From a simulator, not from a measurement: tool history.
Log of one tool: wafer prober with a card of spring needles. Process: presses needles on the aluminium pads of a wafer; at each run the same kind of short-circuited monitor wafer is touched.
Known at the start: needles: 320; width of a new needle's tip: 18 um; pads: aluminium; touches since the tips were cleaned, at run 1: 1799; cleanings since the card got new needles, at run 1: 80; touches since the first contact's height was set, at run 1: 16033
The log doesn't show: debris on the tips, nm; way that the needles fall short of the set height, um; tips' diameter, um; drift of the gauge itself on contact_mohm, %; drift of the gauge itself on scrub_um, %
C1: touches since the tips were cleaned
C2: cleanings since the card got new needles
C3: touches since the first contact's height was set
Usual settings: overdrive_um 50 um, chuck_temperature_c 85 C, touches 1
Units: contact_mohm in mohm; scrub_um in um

Run 1, hour 0.0: usual settings; C1 1799; C2 80; C3 16033. Result: contact_mohm 195 mohm, scrub_um 8.69 um.
At hour 1.1: tips cleaned on abrasive film.
At hour 6.3: tips cleaned on abrasive film.
At hour 11.5: tips cleaned on abrasive film.
At hour 15.6: tips cleaned on abrasive film.
At hour 20.3: tips cleaned on abrasive film.
Run 2, hour 20.3: usual settings; C1 0; C2 85; C3 25943. Result: contact_mohm 191 mohm, scrub_um 8.66 um.
At hour 24.5: tips cleaned on abrasive film.
At hour 29.6: tips cleaned on abrasive film.
At hour 33.8: tips cleaned on abrasive film.
Run 3, hour 35.8: usual settings; C1 1013; C2 88; C3 33565. Result: contact_mohm 195 mohm, scrub_um 8.67 um.
At hour 39.0: tips cleaned on abrasive film.
At hour 43.1: tips cleaned on abrasive film.
At hour 48.3: tips cleaned on abrasive film.
Run 4, hour 48.9: usual settings; C1 269; C2 91; C3 39935. Result: contact_mohm 196 mohm, scrub_um 8.79 um.
At hour 53.0: tips cleaned on abrasive film.
At hour 58.2: tips cleaned on abrasive film.
Run 5, hour 62.0: usual settings; C1 1899; C2 93; C3 46410. Result: contact_mohm 194 mohm, scrub_um 8.66 um.
At hour 63.1: tips cleaned on abrasive film.
At hour 68.3: tips cleaned on abrasive film.
At hour 73.5: tips cleaned on abrasive film.
At hour 78.7: tips cleaned on abrasive film.
Run 6, hour 79.0: usual settings; C1 162; C2 97; C3 54706. Result: contact_mohm 195 mohm, scrub_um 8.71 um.
At hour 83.1: tips cleaned on abrasive film.
At hour 87.3: tips cleaned on abrasive film.
At hour 92.5: tips cleaned on abrasive film.
At hour 97.7: tips cleaned on abrasive film.
Run 7, hour 98.8: usual settings but chuck_temperature_c 30 C; C1 584; C2 101; C3 64441. Result: contact_mohm 184 mohm, scrub_um 8.70 um.
At hour 102.0: tips cleaned on abrasive film.
At hour 106.1: tips cleaned on abrasive film.
At hour 111.3: tips cleaned on abrasive film.
At hour 115.5: tips cleaned on abrasive film.
At hour 119.7: tips cleaned on abrasive film.
At hour 124.8: tips cleaned on abrasive film.
Run 8, hour 128.5: usual settings but chuck_temperature_c 30 C; C1 1848; C2 107; C3 78995. Result: contact_mohm 185 mohm, scrub_um 8.83 um.
At hour 129.6: tips cleaned on abrasive film.
At hour 134.8: tips cleaned on abrasive film.
At hour 140.0: tips cleaned on abrasive film.
At hour 144.2: tips cleaned on abrasive film.
At hour 149.3: tips cleaned on abrasive film.
At hour 153.5: tips cleaned on abrasive film.
At hour 158.7: tips cleaned on abrasive film.
Run 9, hour 158.7: usual settings but touches 3; C1 0; C2 114; C3 93725. Result: contact_mohm 197 mohm, scrub_um 8.75 um.
At hour 162.8: tips cleaned on abrasive film.
At hour 168.0: tips cleaned on abrasive film.
At hour 173.2: tips cleaned on abrasive film.
Run 10, hour 176.3: usual settings but touches 3; C1 1559; C2 117; C3 102402. Result: contact_mohm 195 mohm, scrub_um 9.11 um.
At hour 177.4: tips cleaned on abrasive film.
At hour 182.6: tips cleaned on abrasive film.
At hour 187.8: tips cleaned on abrasive film.
At hour 193.0: tips cleaned on abrasive film.
Run 11, hour 194.5: usual settings but touches 3; C1 759; C2 121; C3 111298. Result: contact_mohm 196 mohm, scrub_um 8.74 um.
At hour 197.6: tips cleaned on abrasive film.
At hour 201.8: tips cleaned on abrasive film.
At hour 207.0: tips cleaned on abrasive film.
Run 12, hour 207.6: usual settings but touches 3; C1 297; C2 124; C3 117695. Result: contact_mohm 196 mohm, scrub_um 8.65 um.
At hour 211.7: tips cleaned on abrasive film.
At hour 216.9: tips cleaned on abrasive film.
At hour 222.1: tips cleaned on abrasive film.
At hour 227.3: tips cleaned on abrasive film.
Run 13, hour 227.9: usual settings but overdrive_um 43 um, chuck_temperature_c 107 C; C1 299; C2 128; C3 127652. Result: contact_mohm 203 mohm, scrub_um 7.55 um.
At hour 232.0: tips cleaned on abrasive film.
At hour 237.2: tips cleaned on abrasive film.
At hour 241.4: tips cleaned on abrasive film.
At hour 246.5: tips cleaned on abrasive film.
Run 14, hour 248.5: usual settings but chuck_temperature_c 56 C; C1 964; C2 132; C3 137766. Result: contact_mohm 190 mohm, scrub_um 8.79 um.
At hour 251.6: tips cleaned on abrasive film.
At hour 255.8: tips cleaned on abrasive film.
At hour 261.0: tips cleaned on abrasive film.
At hour 266.1: tips cleaned on abrasive film.
At hour 271.3: tips cleaned on abrasive film.
Run 15, hour 275.0: usual settings but chuck_temperature_c 56 C; C1 1862; C2 137; C3 150813. Result: contact_mohm 189 mohm, scrub_um 8.79 um.
At hour 276.2: tips cleaned on abrasive film.
At hour 280.3: tips cleaned on abrasive film.
At hour 285.5: tips cleaned on abrasive film.
At hour 290.7: tips cleaned on abrasive film.
At hour 295.9: tips cleaned on abrasive film.
Run 16, hour 297.6: usual settings but chuck_temperature_c 56 C; C1 847; C2 142; C3 161827. Result: contact_mohm 186 mohm, scrub_um 8.91 um.
At hour 300.7: tips cleaned on abrasive film.
At hour 305.9: tips cleaned on abrasive film.
At hour 311.1: tips cleaned on abrasive film.
At hour 316.2: tips cleaned on abrasive film.
Run 17, hour 318.4: usual settings but overdrive_um 30 um, chuck_temperature_c 28 C; C1 1095; C2 146; C3 172072. Result: contact_mohm 189 mohm, scrub_um 5.41 um.
At hour 320.6: tips cleaned on abrasive film.
At hour 325.7: tips cleaned on abrasive film.
At hour 330.9: tips cleaned on abrasive film.
At hour 332.2: height of the first contact set anew.
At hour 336.4: tips cleaned on abrasive film.
Run 18, hour 339.6: usual settings but overdrive_um 41 um; C1 1578; C2 150; C3 3611. Result: contact_mohm 196 mohm, scrub_um 7.50 um.
At hour 340.7: tips cleaned on abrasive film.
At hour 344.8: tips cleaned on abrasive film.
At hour 350.0: tips cleaned on abrasive film.
Run 19, hour 352.7: usual settings but chuck_temperature_c 119 C, touches 2; C1 1331; C2 153; C3 10025. Result: contact_mohm 205 mohm, scrub_um 8.76 um.
At hour 354.8: tips cleaned on abrasive film.
At hour 359.0: tips cleaned on abrasive film.
At hour 364.1: tips cleaned on abrasive film.
At hour 368.3: tips cleaned on abrasive film.
At hour 372.5: tips cleaned on abrasive film.
At hour 377.7: tips cleaned on abrasive film.
At hour 381.8: tips cleaned on abrasive film.
Run 20, hour 383.7: usual settings but chuck_temperature_c 119 C, touches 2; C1 931; C2 160; C3 25190. Result: contact_mohm 200 mohm, scrub_um 8.87 um.
At hour 386.8: tips cleaned on abrasive film.
At hour 391.0: tips cleaned on abrasive film.
At hour 395.2: tips cleaned on abrasive film.
Run 21, hour 397.0: usual settings but chuck_temperature_c 119 C, touches 2; C1 915; C2 163; C3 31698. Result: contact_mohm 202 mohm, scrub_um 8.71 um.
At hour 400.1: tips cleaned on abrasive film.
At hour 404.3: tips cleaned on abrasive film.
At hour 408.5: tips cleaned on abrasive film.
Run 22, hour 410.9: usual settings but chuck_temperature_c 119 C, touches 2; C1 1222; C2 166; C3 38512. Result: contact_mohm 203 mohm, scrub_um 8.52 um.
At hour 413.0: tips cleaned on abrasive film.
At hour 418.2: tips cleaned on abrasive film.
At hour 423.4: tips cleaned on abrasive film.
At hour 428.6: tips cleaned on abrasive film.
Run 23, hour 432.2: usual settings but chuck_temperature_c 119 C, touches 2; C1 1790; C2 170; C3 48945. Result: contact_mohm 200 mohm, scrub_um 8.67 um.
At hour 433.3: tips cleaned on abrasive film.
At hour 438.4: tips cleaned on abrasive film.
At hour 442.6: tips cleaned on abrasive film.
At hour 446.8: tips cleaned on abrasive film.
At hour 452.0: tips cleaned on abrasive film.
Run 24, hour 452.6: usual settings but chuck_temperature_c 119 C, touches 2; C1 335; C2 175; C3 58940. Result: contact_mohm 199 mohm, scrub_um 8.79 um.

Hidden state at the last listed run before each entry between runs and at the first one after, where it differs:
Between runs 1 and 2: tips cleaned on abrasive film (hour 1.1); tips cleaned on abrasive film (hour 6.3); tips cleaned on abrasive film (hour 11.5); tips cleaned on abrasive film (hour 15.6); tips cleaned on abrasive film (hour 20.3)
  debris on the tips, nm: 0.3 -> 0; way that the needles fall short of the set height, um: 0 -> 0.01
Between runs 2 and 3: tips cleaned on abrasive film (hour 24.5); tips cleaned on abrasive film (hour 29.6); tips cleaned on abrasive film (hour 33.8)
  debris on the tips, nm: 0 -> 0.2
Between runs 3 and 4: tips cleaned on abrasive film (hour 39.0); tips cleaned on abrasive film (hour 43.1); tips cleaned on abrasive film (hour 48.3)
  debris on the tips, nm: 0.2 -> 0.1
Between runs 4 and 5: tips cleaned on abrasive film (hour 53.0); tips cleaned on abrasive film (hour 58.2)
  debris on the tips, nm: 0.1 -> 0.3
Between runs 5 and 6: tips cleaned on abrasive film (hour 63.1); tips cleaned on abrasive film (hour 68.3); tips cleaned on abrasive film (hour 73.5); tips cleaned on abrasive film (hour 78.7)
  debris on the tips, nm: 0.3 -> 0.1
Between runs 6 and 7: tips cleaned on abrasive film (hour 83.1); tips cleaned on abrasive film (hour 87.3); tips cleaned on abrasive film (hour 92.5); tips cleaned on abrasive film (hour 97.7)
  tips' diameter, um: 18.01 -> 18.02
Between runs 7 and 8: tips cleaned on abrasive film (hour 102.0); tips cleaned on abrasive film (hour 106.1); tips cleaned on abrasive film (hour 111.3); tips cleaned on abrasive film (hour 115.5); tips cleaned on abrasive film (hour 119.7); tips cleaned on abrasive film (hour 124.8)
  debris on the tips, nm: 0.1 -> 0.3
Between runs 8 and 9: tips cleaned on abrasive film (hour 129.6); tips cleaned on abrasive film (hour 134.8); tips cleaned on abrasive film (hour 140.0); tips cleaned on abrasive film (hour 144.2); tips cleaned on abrasive film (hour 149.3); tips cleaned on abrasive film (hour 153.5); tips cleaned on abrasive film (hour 158.7)
  debris on the tips, nm: 0.3 -> 0; way that the needles fall short of the set height, um: 0.01 -> 0.02
Between runs 9 and 10: tips cleaned on abrasive film (hour 162.8); tips cleaned on abrasive film (hour 168.0); tips cleaned on abrasive film (hour 173.2)
  debris on the tips, nm: 0 -> 0.3
Between runs 10 and 11: tips cleaned on abrasive film (hour 177.4); tips cleaned on abrasive film (hour 182.6); tips cleaned on abrasive film (hour 187.8); tips cleaned on abrasive film (hour 193.0)
  debris on the tips, nm: 0.3 -> 0.2
Between runs 11 and 12: tips cleaned on abrasive film (hour 197.6); tips cleaned on abrasive film (hour 201.8); tips cleaned on abrasive film (hour 207.0)
  debris on the tips, nm: 0.2 -> 0.1
Between runs 12 and 13: tips cleaned on abrasive film (hour 211.7); tips cleaned on abrasive film (hour 216.9); tips cleaned on abrasive film (hour 222.1); tips cleaned on abrasive film (hour 227.3)
  no hidden state differs between the two runs
Between runs 13 and 14: tips cleaned on abrasive film (hour 232.0); tips cleaned on abrasive film (hour 237.2); tips cleaned on abrasive film (hour 241.4); tips cleaned on abrasive film (hour 246.5)
  debris on the tips, nm: 0.1 -> 0.2; way that the needles fall short of the set height, um: 0.02 -> 0.03
Between runs 14 and 15: tips cleaned on abrasive film (hour 251.6); tips cleaned on abrasive film (hour 255.8); tips cleaned on abrasive film (hour 261.0); tips cleaned on abrasive film (hour 266.1); tips cleaned on abrasive film (hour 271.3)
  debris on the tips, nm: 0.2 -> 0.3
Between runs 15 and 16: tips cleaned on abrasive film (hour 276.2); tips cleaned on abrasive film (hour 280.3); tips cleaned on abrasive film (hour 285.5); tips cleaned on abrasive film (hour 290.7); tips cleaned on abrasive film (hour 295.9)
  debris on the tips, nm: 0.3 -> 0.2
Between runs 16 and 17: tips cleaned on abrasive film (hour 300.7); tips cleaned on abrasive film (hour 305.9); tips cleaned on abrasive film (hour 311.1); tips cleaned on abrasive film (hour 316.2)
  no hidden state differs between the two runs
Between runs 17 and 18: tips cleaned on abrasive film (hour 320.6); tips cleaned on abrasive film (hour 325.7); tips cleaned on abrasive film (hour 330.9); height of the first contact set anew (hour 332.2); tips cleaned on abrasive film (hour 336.4)
  debris on the tips, nm: 0.2 -> 0.3; way that the needles fall short of the set height, um: 0.03 -> 0
Between runs 18 and 19: tips cleaned on abrasive film (hour 340.7); tips cleaned on abrasive film (hour 344.8); tips cleaned on abrasive film (hour 350.0)
  debris on the tips, nm: 0.3 -> 0.2
Between runs 19 and 20: tips cleaned on abrasive film (hour 354.8); tips cleaned on abrasive film (hour 359.0); tips cleaned on abrasive film (hour 364.1); tips cleaned on abrasive film (hour 368.3); tips cleaned on abrasive film (hour 372.5); tips cleaned on abrasive film (hour 377.7); tips cleaned on abrasive film (hour 381.8)
  no hidden state differs between the two runs
Between runs 20 and 21: tips cleaned on abrasive film (hour 386.8); tips cleaned on abrasive film (hour 391.0); tips cleaned on abrasive film (hour 395.2)
  way that the needles fall short of the set height, um: 0 -> 0.01
Between runs 21 and 22: tips cleaned on abrasive film (hour 400.1); tips cleaned on abrasive film (hour 404.3); tips cleaned on abrasive film (hour 408.5)
  tips' diameter, um: 18.02 -> 18.03
Between runs 22 and 23: tips cleaned on abrasive film (hour 413.0); tips cleaned on abrasive film (hour 418.2); tips cleaned on abrasive film (hour 423.4); tips cleaned on abrasive film (hour 428.6)
  debris on the tips, nm: 0.2 -> 0.3
Between runs 23 and 24: tips cleaned on abrasive film (hour 433.3); tips cleaned on abrasive film (hour 438.4); tips cleaned on abrasive film (hour 442.6); tips cleaned on abrasive film (hour 446.8); tips cleaned on abrasive film (hour 452.0)
  debris on the tips, nm: 0.3 -> 0.1

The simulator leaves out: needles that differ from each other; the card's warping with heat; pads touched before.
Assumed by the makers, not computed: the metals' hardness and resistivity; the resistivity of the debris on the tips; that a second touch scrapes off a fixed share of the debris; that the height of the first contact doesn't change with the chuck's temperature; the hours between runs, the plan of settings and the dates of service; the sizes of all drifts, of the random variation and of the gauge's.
